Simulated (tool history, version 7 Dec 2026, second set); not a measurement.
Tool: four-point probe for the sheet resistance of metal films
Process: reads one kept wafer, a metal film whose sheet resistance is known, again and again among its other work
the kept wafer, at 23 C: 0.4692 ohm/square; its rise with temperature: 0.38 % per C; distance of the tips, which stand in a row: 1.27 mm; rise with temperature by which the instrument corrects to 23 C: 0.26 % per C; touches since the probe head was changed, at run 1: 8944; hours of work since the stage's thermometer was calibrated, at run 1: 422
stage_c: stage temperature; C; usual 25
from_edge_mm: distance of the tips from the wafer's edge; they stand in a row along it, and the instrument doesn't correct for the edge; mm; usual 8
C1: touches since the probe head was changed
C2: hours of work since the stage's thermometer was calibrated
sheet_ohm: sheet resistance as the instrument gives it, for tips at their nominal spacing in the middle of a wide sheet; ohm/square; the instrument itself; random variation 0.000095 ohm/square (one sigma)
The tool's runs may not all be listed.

run 1 hour=0 | stage_c=25 from_edge_mm=8 | C1=8944 C2=422 | sheet_ohm=0.477899
run 2 hour=11.5 | stage_c=30 from_edge_mm=8 | C1=9328 C2=427 | sheet_ohm=0.480723
run 3 hour=19.8 | stage_c=30 from_edge_mm=8 | C1=9606 C2=431 | sheet_ohm=0.480743
run 4 hour=28.9 | stage_c=30 from_edge_mm=8 | C1=9912 C2=434 | sheet_ohm=0.480729
run 5 hour=37.6 | stage_c=30 from_edge_mm=8 | C1=10203 C2=438 | sheet_ohm=0.480704
run 6 hour=49.9 | stage_c=30 from_edge_mm=8 | C1=10615 C2=443 | sheet_ohm=0.480674
run 7 hour=65.7 | stage_c=30 from_edge_mm=8 | C1=11146 C2=450 | sheet_ohm=0.480443
run 8 hour=78.8 | stage_c=30 from_edge_mm=8 | C1=11585 C2=456 | sheet_ohm=0.480503
run 9 hour=96.8 | stage_c=25 from_edge_mm=30 | C1=12185 C2=463 | sheet_ohm=0.472003
run 10 hour=105.1 | stage_c=25 from_edge_mm=30 | C1=12463 C2=467 | sheet_ohm=0.47176
run 11 hour=123.2 | stage_c=25 from_edge_mm=30 | C1=13070 C2=475 | sheet_ohm=0.471837
run 12 hour=132.8 | stage_c=25 from_edge_mm=30 | C1=13391 C2=479 | sheet_ohm=0.471779
run 13 hour=146.7 | stage_c=25 from_edge_mm=8 | C1=13858 C2=485 | sheet_ohm=0.477431
run 14 hour=159.1 | stage_c=25 from_edge_mm=8 | C1=14272 C2=490 | sheet_ohm=0.477624
run 15 hour=168.1 | stage_c=25 from_edge_mm=8 | C1=14574 C2=494 | sheet_ohm=0.477829
run 16 hour=184.5 | stage_c=23 from_edge_mm=67 | C1=15123 C2=501 | sheet_ohm=0.470188
run 17 hour=195.4 | stage_c=34 from_edge_mm=67 | C1=15487 C2=506 | sheet_ohm=0.476534
run 18 hour=214.4 | stage_c=34 from_edge_mm=67 | C1=16124 C2=514 | sheet_ohm=0.47651
run 19 hour=231.7 | stage_c=25 from_edge_mm=18 | C1=16705 C2=521 | sheet_ohm=0.47266
run 20 hour=243.2 | stage_c=21 from_edge_mm=49 | C1=17090 C2=526 | sheet_ohm=0.46904
run 21 hour=254.2 | stage_c=19 from_edge_mm=3 | C1=17459 C2=531 | sheet_ohm=0.508572
run 22 hour=268.1 | stage_c=28 from_edge_mm=4 | C1=17922 C2=537 | sheet_ohm=0.497235
run 23 hour=285.4 | stage_c=30 from_edge_mm=5 | C1=18503 C2=544 | sheet_ohm=0.48998
run 24 hour=300.6 | stage_c=30 from_edge_mm=5 | C1=19013 C2=551 | sheet_ohm=0.489925
run 25 hour=318 | stage_c=30 from_edge_mm=5 | C1=19595 C2=558 | sheet_ohm=0.490043
run 26 hour=336.5 | stage_c=22 from_edge_mm=8 | C1=20214 C2=566 | sheet_ohm=0.475549
run 27 hour=351.8 | stage_c=30 from_edge_mm=9 | C1=20725 C2=573 | sheet_ohm=0.479211
run 28 hour=367.4 | stage_c=31 from_edge_mm=19 | C1=21249 C2=579 | sheet_ohm=0.475802
run 29 hour=385.5 | stage_c=31 from_edge_mm=19 | C1=21854 C2=587 | sheet_ohm=0.475839

3 ways to go on from here, each from the tool as it stands after run 29. What would each give?
run A hour=402.6 | stage_c=22 from_edge_mm=8 | C1=22428 C2=594 | sheet_ohm=?
run B hour=402.6 | stage_c=19 from_edge_mm=26 | C1=22428 C2=594 | sheet_ohm=?
run C hour=402.6 | stage_c=30 from_edge_mm=11 | C1=22428 C2=594 | sheet_ohm=?

run=A sheet_ohm=0.475724
run=B sheet_ohm=0.4682
run=C sheet_ohm=0.477316
Without the tool's hidden state the same runs would have given:
run=A sheet_ohm=0.474924
run=B sheet_ohm=0.467408
run=C sheet_ohm=0.476522
